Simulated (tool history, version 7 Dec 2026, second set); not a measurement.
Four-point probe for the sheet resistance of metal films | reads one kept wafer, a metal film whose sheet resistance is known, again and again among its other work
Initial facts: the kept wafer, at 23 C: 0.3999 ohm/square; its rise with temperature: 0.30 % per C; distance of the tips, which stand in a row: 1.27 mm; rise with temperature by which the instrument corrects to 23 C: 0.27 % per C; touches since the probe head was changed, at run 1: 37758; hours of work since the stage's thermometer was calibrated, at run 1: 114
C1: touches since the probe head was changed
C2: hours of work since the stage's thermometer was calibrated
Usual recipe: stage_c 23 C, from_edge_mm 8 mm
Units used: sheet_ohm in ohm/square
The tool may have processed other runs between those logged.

Run 1, day 0: usual settings; C1 37758; C2 114. Result: sheet_ohm 0.405199 ohm/square.
Run 2, day 0.538: usual settings; C1 38108; C2 121. Result: sheet_ohm 0.405381 ohm/square.
Run 3, day 1.146: usual settings; C1 38504; C2 129. Result: sheet_ohm 0.405302 ohm/square.
Run 4, day 1.812: usual settings; C1 38938; C2 137. Result: sheet_ohm 0.405302 ohm/square.
Run 5, day 2.379: usual settings but from_edge_mm 7 mm; C1 39306; C2 144. Result: sheet_ohm 0.406961 ohm/square.
Run 6, day 3.238: usual settings but from_edge_mm 7 mm; C1 39865; C2 155. Result: sheet_ohm 0.406961 ohm/square.
Run 7, day 3.817: usual settings; C1 40241; C2 162. Result: sheet_ohm 0.405238 ohm/square.
Run 8, day 4.575: usual settings; C1 40736; C2 172. Result: sheet_ohm 0.405289 ohm/square.
Run 9, day 5.254: usual settings; C1 41178; C2 180. Result: sheet_ohm 0.40532 ohm/square.
Run 10, day 6.088: usual settings; C1 41721; C2 190. Result: sheet_ohm 0.405284 ohm/square.
Run 11, day 6.492: usual settings; C1 41983; C2 196. Result: sheet_ohm 0.405293 ohm/square.
Run 12, day 7.258: usual settings; C1 42483; C2 205. Result: sheet_ohm 0.405279 ohm/square.
Run 13, day 8.075: usual settings; C1 43013; C2 215. Result: sheet_ohm 0.405068 ohm/square.
Run 14, day 8.817: usual settings; C1 43497; C2 225. Result: sheet_ohm 0.405164 ohm/square.
Run 15, day 9.321: usual settings; C1 43824; C2 231. Result: sheet_ohm 0.405224 ohm/square.
Run 16, day 9.942: usual settings but stage_c 35 C, from_edge_mm 17 mm; C1 44228; C2 239. Result: sheet_ohm 0.402457 ohm/square.
Run 17, day 10.429: usual settings but stage_c 27 C, from_edge_mm 33 mm; C1 44545; C2 245. Result: sheet_ohm 0.400738 ohm/square.
Run 18, day 11: usual settings but stage_c 27 C, from_edge_mm 3 mm; C1 44918; C2 252. Result: sheet_ohm 0.435382 ohm/square.
Run 19, day 11.671: usual settings but stage_c 27 C, from_edge_mm 3 mm; C1 45355; C2 260. Result: sheet_ohm 0.435402 ohm/square.
Run 20, day 12.488: usual settings but stage_c 24 C, from_edge_mm 34 mm; C1 45886; C2 270. Result: sheet_ohm 0.400266 ohm/square.
Run 21, day 13.046: usual settings but stage_c 20 C, from_edge_mm 62 mm; C1 46251; C2 277. Result: sheet_ohm 0.399672 ohm/square.
Run 22, day 13.921: usual settings; C1 46819; C2 288. Result: sheet_ohm 0.405312 ohm/square.
Run 23, day 14.446: usual settings; C1 47162; C2 295. Result: sheet_ohm 0.405258 ohm/square.
Run 24, day 15.279: usual settings; C1 47704; C2 305. Result: sheet_ohm 0.405397 ohm/square.
Run 25, day 16.154: usual settings but stage_c 21 C, from_edge_mm 5 mm; C1 48272; C2 316. Result: sheet_ohm 0.413102 ohm/square.
Run 26, day 16.683: usual settings but stage_c 20 C, from_edge_mm 10 mm; C1 48617; C2 323. Result: sheet_ohm 0.403052 ohm/square.
Run 27, day 17.279: usual settings but stage_c 20 C, from_edge_mm 10 mm; C1 49005; C2 330. Result: sheet_ohm 0.402877 ohm/square.
Run 28, day 18.033: usual settings but from_edge_mm 63 mm; C1 49497; C2 340. Result: sheet_ohm 0.399945 ohm/square.
Run 29, day 18.592: usual settings but stage_c 32 C, from_edge_mm 12 mm; C1 49860; C2 347. Result: sheet_ohm 0.403408 ohm/square.

3 options for the next run, each taken on its own from the tool as it stands now. Forecast them:
Run A, day 19.312: usual settings but stage_c 32 C, from_edge_mm 39 mm; C1 50330; C2 356. Result: sheet_ohm ?.
Run B, day 19.312: usual settings but stage_c 24 C, from_edge_mm 18 mm; C1 50330; C2 356. Result: sheet_ohm ?.
Run C, day 19.312: usual settings but stage_c 28 C; C1 50330; C2 356. Result: sheet_ohm ?.

run  sheet_ohm
  A    0.40124
  B   0.401088
  C   0.406074
Without the tool's unlogged condition, the same runs would have read:
run  sheet_ohm
  A    0.40124
  B   0.401088
  C   0.406074

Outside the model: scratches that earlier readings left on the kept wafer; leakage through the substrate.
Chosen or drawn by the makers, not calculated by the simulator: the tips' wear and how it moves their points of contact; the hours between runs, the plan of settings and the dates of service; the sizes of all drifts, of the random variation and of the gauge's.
